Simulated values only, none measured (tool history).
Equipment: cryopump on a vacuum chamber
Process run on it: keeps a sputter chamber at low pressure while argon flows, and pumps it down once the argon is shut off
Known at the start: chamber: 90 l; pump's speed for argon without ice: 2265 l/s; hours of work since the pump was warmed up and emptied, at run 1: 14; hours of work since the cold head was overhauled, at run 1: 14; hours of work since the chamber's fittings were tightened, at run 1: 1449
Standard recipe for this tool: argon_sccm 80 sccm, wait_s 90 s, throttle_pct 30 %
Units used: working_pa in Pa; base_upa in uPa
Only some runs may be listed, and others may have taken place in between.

run    hour  argon_sccm  wait_s  throttle_pct  hours of work since the pump was warmed up and emptied  hours of work since the cold head was overhauled  hours of work since the chamber's fittings were tightened  working_pa  base_upa
  1       0          80      90            30                                                      14                                                14                                                       1449      0.2016      0.83
  2    72.3          80      90            30                                                      69                                                69                                                       1504      0.2011      0.86
  3   146.1          80      90            30                                                     125                                               125                                                       1560      0.2007      0.88
      172.6  -- leaking fittings of the chamber tightened, without venting
  4   207.7          80      90            30                                                     170                                               170                                                         27      0.2034       0.6
  5   268.5          80      90            30                                                     216                                               216                                                         73      0.2029      0.56
  6   340.5          80      90            30                                                     271                                               271                                                        127      0.2042      0.58
  7   383.5          80      90            30                                                     303                                               303                                                        160      0.2055      0.58
  8   461.6          80      90            30                                                     363                                               363                                                        219      0.2057      0.61
  9   539.6          80      90            30                                                     422                                               422                                                        278      0.2077      0.65
 10   575.2          80      90            22                                                     449                                               449                                                        305       0.281      0.64
 11   643.2          80      90            22                                                     500                                               500                                                        357      0.2815      0.71
 12   718.2          80      90            22                                                     557                                               557                                                        414       0.281      0.69
 13   775.7          80      90            22                                                     601                                               601                                                        457      0.2821      0.69
 14   815.2          80      90            22                                                     631                                               631                                                        487      0.2852       0.7
 15   850.3          80      90            22                                                     657                                               657                                                        514      0.2858      0.74
 16   919.7          80      90            22                                                     710                                               710                                                        566      0.2869       0.7
 17   990.3          74      90            30                                                     763                                               763                                                        620      0.1997      0.79
 18  1064.2         146      90            30                                                     819                                               819                                                        676         0.4      0.76
     1125.3  -- pump warmed up, emptied and cooled again
 19  1143.5          43      28            30                                                      14                                               876                                                        732      0.1067      1.56
 20  1219.4          43      28            30                                                      71                                               933                                                        790      0.1082      1.58
 21  1261.7          43      28            30                                                     103                                               965                                                        822      0.1088      1.57
 22  1336.3          43      28            30                                                     160                                              1022                                                        878      0.1086      1.59
 23  1369.7          59      48            30                                                     185                                              1047                                                        904      0.1495       1.1
 24  1407.4          59      48            30                                                     214                                              1076                                                        932      0.1518       1.1
 25  1441.2         160      62            53                                                     240                                              1102                                                        958      0.2364      0.96
 26  1484.3          51      90            18                                                     272                                              1134                                                        991      0.2166      0.75
 27  1548.5          82      22            30                                                     321                                              1183                                                       1039      0.2117         2
 28  1626.8         130      22            30                                                     380                                              1242                                                       1099       0.338      2.05
 29    1659         113     194            30                                                     405                                              1267                                                       1123      0.2933       0.6
 30  1708.1         104      40            22                                                     442                                              1304                                                       1160      0.3634       1.4
 31  1780.8         106      30            22                                                     497                                              1359                                                       1215      0.3734      1.67
 32  1835.1         120     177            37                                                     538                                              1400                                                       1257      0.2581       0.7
 33  1884.5         120      38            55                                                     576                                              1438                                                       1294      0.1812      1.44
 34  1920.9          97      67            17                                                     603                                              1465                                                       1322      0.4428      1.05
 35  1983.8          50      47            29                                                     651                                              1513                                                       1369      0.1385      1.32

Consider 3 possible next runs. They are alternatives, not a sequence: every one starts from the tool as it was left by run 35. What does each give?
  A  2045.3          44      48            44                                                     697                                              1559                                                       1416           ?         ?
  B  2045.3          47      47            23                                                     697                                              1559                                                       1416           ?         ?
  C  2045.3          60      79            35                                                     697                                              1559                                                       1416           ?         ?

run  working_pa  base_upa
  A      0.0819      1.27
  B      0.1609      1.28
  C      0.1395      1.01
What these runs would have given with no unlogged condition in the tool:
run  working_pa  base_upa
  A      0.0733      0.83
  B      0.1516      0.85
  C      0.1277      0.57
